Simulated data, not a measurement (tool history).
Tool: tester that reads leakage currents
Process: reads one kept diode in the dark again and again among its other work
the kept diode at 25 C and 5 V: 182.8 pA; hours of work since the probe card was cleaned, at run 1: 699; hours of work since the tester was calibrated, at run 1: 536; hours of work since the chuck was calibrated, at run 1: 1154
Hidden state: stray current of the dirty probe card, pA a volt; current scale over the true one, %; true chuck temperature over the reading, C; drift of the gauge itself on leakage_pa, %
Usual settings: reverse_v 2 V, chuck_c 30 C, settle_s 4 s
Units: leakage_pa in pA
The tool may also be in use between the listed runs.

run	hour	reverse_v	chuck_c	settle_s	hours of work since the probe card was cleaned	hours of work since the tester was calibrated	hours of work since the chuck was calibrated	leakage_pa
1	0	2	30	4	699	536	1154	228.49
2	26.4	2	30	4	717	554	1173	230.46
3	56	2	30	4	738	575	1193	229.83
4	71.3	2	30	4	749	586	1204	230.15
5	96.6	2	30	4	766	604	1222	231.4
6	119.6	2	30	4	782	620	1238	231.48
7	135.1	2	30	4	793	631	1249	232.77
8	151.5	2	30	4	805	642	1260	231.53
9	166.1	2	30	4	815	652	1271	231.23
10	200.7	2	30	4	839	677	1295	232.46
11	225.4	2	30	4	857	694	1312	232.97
12	250	2	30	4	874	711	1329	233.25
13	268	2	30	4	886	724	1342	233.84
14	287.2	7.85	30	4	900	737	1355	384.77
15	304.7	1.18	44	4	912	750	1368	589.01
16	319.4	15.45	35	4.33	923	760	1378	733.13
17	342.9	15.45	35	4.33	939	776	1394	735.66
18	363.7	4.03	47	4.15	954	791	1409	1142.12
19	384.4	2	30	3.37	968	805	1424	235.13
# hour 389.5: chuck's temperature calibrated
20	407.8	1.33	23	4	983	820	13	121.09
21	437.5	1.33	23	4	1004	841	34	120.77
22	463.8	1.36	45	2.92	1022	860	52	711.04
23	480.5	1.45	21	0.56	1034	871	64	106.01
# hour 487.5: chuck's temperature calibrated, once more
24	500.6	2	30	0.5	1047	884	9	207.14
25	535	2.6	30	0.64	1071	908	33	228.75
26	562.8	2.6	30	0.64	1090	928	53	228.17
27	596.7	2.6	30	0.64	1114	951	77	228.9
28	631.4	2	28	4	1139	976	101	175.21

Hidden state or all else? Some run-to-run changes of leakage_pa, split into what the settings, what came in and random variation would give without the hidden state, and what is left for the hidden state (with any gauge scatter that isn't in both results):
Run 18 -> 19: reverse_v 4.03 -> 2, chuck_c 47 -> 30, settle_s 4.15 -> 3.37. leakage_pa -906.99 pA: hidden state -94.01, all else -812.98.
Run 22 -> 23: reverse_v 1.36 -> 1.45, chuck_c 45 -> 21, settle_s 2.92 -> 0.56. leakage_pa -605.03 pA: hidden state -90.7, all else -514.33.
